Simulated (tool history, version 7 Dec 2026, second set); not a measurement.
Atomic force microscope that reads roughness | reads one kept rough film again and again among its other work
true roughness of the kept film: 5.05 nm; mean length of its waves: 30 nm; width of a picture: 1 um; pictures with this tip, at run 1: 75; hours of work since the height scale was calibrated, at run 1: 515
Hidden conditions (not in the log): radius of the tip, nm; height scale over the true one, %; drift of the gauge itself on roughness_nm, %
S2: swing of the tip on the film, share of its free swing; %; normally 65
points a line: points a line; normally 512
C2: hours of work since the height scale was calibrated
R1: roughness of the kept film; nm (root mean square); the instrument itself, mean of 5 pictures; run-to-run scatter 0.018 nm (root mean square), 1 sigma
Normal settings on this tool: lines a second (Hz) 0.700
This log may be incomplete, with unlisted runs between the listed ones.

{"run": 1, "hour": 0.0, "lines a second (Hz)": 0.7, "S2": 65, "points a line": 512, "pictures with this tip": 75, "C2": 515, "R1": 3.756}
{"hour": 33.8, "done": "new tip fitted"}
{"run": 2, "hour": 34.8, "lines a second (Hz)": 0.7, "S2": 63, "points a line": 512, "pictures with this tip": 2, "C2": 538, "R1": 4.256}
{"run": 3, "hour": 64.6, "lines a second (Hz)": 0.7, "S2": 63, "points a line": 512, "pictures with this tip": 56, "C2": 559, "R1": 3.936}
{"run": 4, "hour": 91.0, "lines a second (Hz)": 0.7, "S2": 65, "points a line": 778, "pictures with this tip": 103, "C2": 576, "R1": 3.616}
{"hour": 109.3, "done": "new tip fitted"}
{"run": 5, "hour": 137.3, "lines a second (Hz)": 0.7, "S2": 65, "points a line": 535, "pictures with this tip": 50, "C2": 607, "R1": 3.973}
{"run": 6, "hour": 176.8, "lines a second (Hz)": 2.904, "S2": 65, "points a line": 512, "pictures with this tip": 121, "C2": 634, "R1": 3.503}
{"hour": 185.0, "done": "new tip fitted"}
{"run": 7, "hour": 221.7, "lines a second (Hz)": 0.7, "S2": 77, "points a line": 512, "pictures with this tip": 66, "C2": 664, "R1": 3.841}
{"run": 8, "hour": 259.1, "lines a second (Hz)": 0.7, "S2": 65, "points a line": 512, "pictures with this tip": 133, "C2": 689, "R1": 3.491}
{"hour": 262.2, "done": "new tip fitted"}
{"run": 9, "hour": 310.1, "lines a second (Hz)": 0.7, "S2": 65, "points a line": 512, "pictures with this tip": 87, "C2": 723, "R1": 3.685}
{"hour": 337.0, "done": "new tip fitted"}
{"run": 10, "hour": 342.1, "lines a second (Hz)": 0.7, "S2": 70, "points a line": 512, "pictures with this tip": 9, "C2": 744, "R1": 4.206}
{"run": 11, "hour": 372.5, "lines a second (Hz)": 0.7, "S2": 70, "points a line": 512, "pictures with this tip": 64, "C2": 765, "R1": 3.891}
{"run": 12, "hour": 397.1, "lines a second (Hz)": 0.7, "S2": 79, "points a line": 512, "pictures with this tip": 108, "C2": 781, "R1": 3.538}
{"hour": 414.2, "done": "new tip fitted"}
{"run": 13, "hour": 442.0, "lines a second (Hz)": 0.7, "S2": 79, "points a line": 512, "pictures with this tip": 50, "C2": 811, "R1": 3.867}
{"run": 14, "hour": 467.9, "lines a second (Hz)": 1.583, "S2": 79, "points a line": 512, "pictures with this tip": 96, "C2": 829, "R1": 3.462}
{"hour": 492.5, "done": "new tip fitted"}
{"run": 15, "hour": 493.1, "lines a second (Hz)": 1.583, "S2": 57, "points a line": 512, "pictures with this tip": 1, "C2": 845, "R1": 4.274}
{"run": 16, "hour": 530.7, "lines a second (Hz)": 0.7, "S2": 70, "points a line": 512, "pictures with this tip": 69, "C2": 871, "R1": 3.819}
{"hour": 570.4, "done": "new tip fitted"}
{"run": 17, "hour": 573.6, "lines a second (Hz)": 0.7, "S2": 72, "points a line": 512, "pictures with this tip": 6, "C2": 899, "R1": 4.247}
{"run": 18, "hour": 605.5, "lines a second (Hz)": 0.7, "S2": 72, "points a line": 512, "pictures with this tip": 63, "C2": 921, "R1": 3.864}
{"hour": 647.9, "done": "new tip fitted"}
{"run": 19, "hour": 653.7, "lines a second (Hz)": 0.7, "S2": 65, "points a line": 404, "pictures with this tip": 11, "C2": 953, "R1": 4.235}
{"run": 20, "hour": 681.9, "lines a second (Hz)": 0.7, "S2": 65, "points a line": 404, "pictures with this tip": 61, "C2": 972, "R1": 3.884}
{"run": 21, "hour": 704.3, "lines a second (Hz)": 0.7, "S2": 65, "points a line": 404, "pictures with this tip": 102, "C2": 987, "R1": 3.612}
{"hour": 708.8, "done": "height scale calibrated on a step standard"}
{"hour": 726.0, "done": "new tip fitted"}
{"run": 22, "hour": 753.9, "lines a second (Hz)": 0.7, "S2": 65, "points a line": 417, "pictures with this tip": 50, "C2": 30, "R1": 3.972}
{"run": 23, "hour": 780.7, "lines a second (Hz)": 0.7, "S2": 65, "points a line": 868, "pictures with this tip": 98, "C2": 48, "R1": 3.715}
{"hour": 801.2, "done": "new tip fitted"}
{"run": 24, "hour": 813.3, "lines a second (Hz)": 0.7, "S2": 65, "points a line": 260, "pictures with this tip": 22, "C2": 70, "R1": 4.128}
{"run": 25, "hour": 839.5, "lines a second (Hz)": 0.7, "S2": 65, "points a line": 260, "pictures with this tip": 69, "C2": 87, "R1": 3.839}
{"run": 26, "hour": 873.9, "lines a second (Hz)": 0.7, "S2": 65, "points a line": 260, "pictures with this tip": 130, "C2": 111, "R1": 3.464}
{"hour": 876.8, "done": "new tip fitted"}
{"run": 27, "hour": 927.3, "lines a second (Hz)": 0.7, "S2": 65, "points a line": 958, "pictures with this tip": 90, "C2": 146, "R1": 3.671}
{"hour": 953.9, "done": "new tip fitted"}
{"run": 28, "hour": 953.9, "lines a second (Hz)": 1.732, "S2": 72, "points a line": 888, "pictures with this tip": 0, "C2": 164, "R1": 4.195}
{"hour": 972.6, "done": "height scale calibrated on a step standard, once more"}
{"run": 29, "hour": 982.7, "lines a second (Hz)": 3.881, "S2": 65, "points a line": 512, "pictures with this tip": 50, "C2": 7, "R1": 3.707}
{"run": 30, "hour": 1017.9, "lines a second (Hz)": 0.66, "S2": 56, "points a line": 393, "pictures with this tip": 113, "C2": 31, "R1": 3.489}
{"hour": 1031.6, "done": "new tip fitted"}
{"run": 31, "hour": 1048.8, "lines a second (Hz)": 0.7, "S2": 71, "points a line": 313, "pictures with this tip": 31, "C2": 51, "R1": 4.025}
{"run": 32, "hour": 1100.9, "lines a second (Hz)": 0.7, "S2": 71, "points a line": 313, "pictures with this tip": 124, "C2": 86, "R1": 3.54}
{"hour": 1109.8, "done": "new tip fitted"}
{"run": 33, "hour": 1142.7, "lines a second (Hz)": 3.937, "S2": 73, "points a line": 933, "pictures with this tip": 59, "C2": 114, "R1": 3.653}
{"hour": 1186.5, "done": "new tip fitted"}
{"run": 34, "hour": 1186.5, "lines a second (Hz)": 3.937, "S2": 73, "points a line": 933, "pictures with this tip": 0, "C2": 143, "R1": 3.968}
{"run": 35, "hour": 1237.6, "lines a second (Hz)": 3.628, "S2": 83, "points a line": 512, "pictures with this tip": 92, "C2": 178, "R1": 3.23}
{"hour": 1261.9, "done": "new tip fitted"}
{"run": 36, "hour": 1274.4, "lines a second (Hz)": 0.7, "S2": 59, "points a line": 512, "pictures with this tip": 22, "C2": 202, "R1": 4.168}
{"run": 37, "hour": 1303.5, "lines a second (Hz)": 0.7, "S2": 62, "points a line": 512, "pictures with this tip": 74, "C2": 222, "R1": 3.843}
{"run": 38, "hour": 1327.9, "lines a second (Hz)": 1.354, "S2": 58, "points a line": 428, "pictures with this tip": 118, "C2": 238, "R1": 3.553}
{"hour": 1339.6, "done": "new tip fitted"}
{"run": 39, "hour": 1362.0, "lines a second (Hz)": 1.354, "S2": 58, "points a line": 428, "pictures with this tip": 40, "C2": 261, "R1": 3.965}
{"run": 40, "hour": 1412.9, "lines a second (Hz)": 2.848, "S2": 56, "points a line": 487, "pictures with this tip": 132, "C2": 295, "R1": 3.461}
{"hour": 1415.6, "done": "new tip fitted"}
{"run": 41, "hour": 1452.8, "lines a second (Hz)": 0.65, "S2": 79, "points a line": 369, "pictures with this tip": 66, "C2": 322, "R1": 3.776}
{"run": 42, "hour": 1488.0, "lines a second (Hz)": 1.484, "S2": 55, "points a line": 356, "pictures with this tip": 130, "C2": 345, "R1": 3.469}
{"hour": 1493.0, "done": "new tip fitted"}
{"run": 43, "hour": 1537.2, "lines a second (Hz)": 1.484, "S2": 55, "points a line": 356, "pictures with this tip": 79, "C2": 378, "R1": 3.663}
{"hour": 1571.6, "done": "new tip fitted"}
{"run": 44, "hour": 1576.7, "lines a second (Hz)": 1.484, "S2": 55, "points a line": 356, "pictures with this tip": 9, "C2": 405, "R1": 4.199}
{"run": 45, "hour": 1616.3, "lines a second (Hz)": 1.484, "S2": 83, "points a line": 356, "pictures with this tip": 80, "C2": 431, "R1": 3.586}
{"hour": 1648.7, "done": "new tip fitted"}
{"run": 46, "hour": 1651.2, "lines a second (Hz)": 0.7, "S2": 72, "points a line": 880, "pictures with this tip": 5, "C2": 455, "R1": 4.23}
{"run": 47, "hour": 1691.9, "lines a second (Hz)": 0.738, "S2": 65, "points a line": 591, "pictures with this tip": 78, "C2": 482, "R1": 3.776}
{"run": 48, "hour": 1715.5, "lines a second (Hz)": 0.738, "S2": 65, "points a line": 591, "pictures with this tip": 120, "C2": 498, "R1": 3.531}
{"hour": 1726.2, "done": "new tip fitted"}
{"run": 49, "hour": 1742.7, "lines a second (Hz)": 2.184, "S2": 65, "points a line": 585, "pictures with this tip": 30, "C2": 516, "R1": 4.014}

3 ways to go on from here, each from the tool as it stands after run 49. What would each give?
{"run": "A", "hour": 1773.1, "lines a second (Hz)": 3.993, "S2": 67, "points a line": 554, "pictures with this tip": 85, "C2": 536, "R1": "?"}
{"run": "B", "hour": 1773.1, "lines a second (Hz)": 1.324, "S2": 69, "points a line": 857, "pictures with this tip": 85, "C2": 536, "R1": "?"}
{"run": "C", "hour": 1773.1, "lines a second (Hz)": 2.219, "S2": 62, "points a line": 479, "pictures with this tip": 85, "C2": 536, "R1": "?"}

run=A R1=3.522
run=B R1=3.690
run=C R1=3.679
Without the tool's hidden state the same runs would have given:
run=A R1=4.060
run=B R1=4.253
run=C R1=4.241
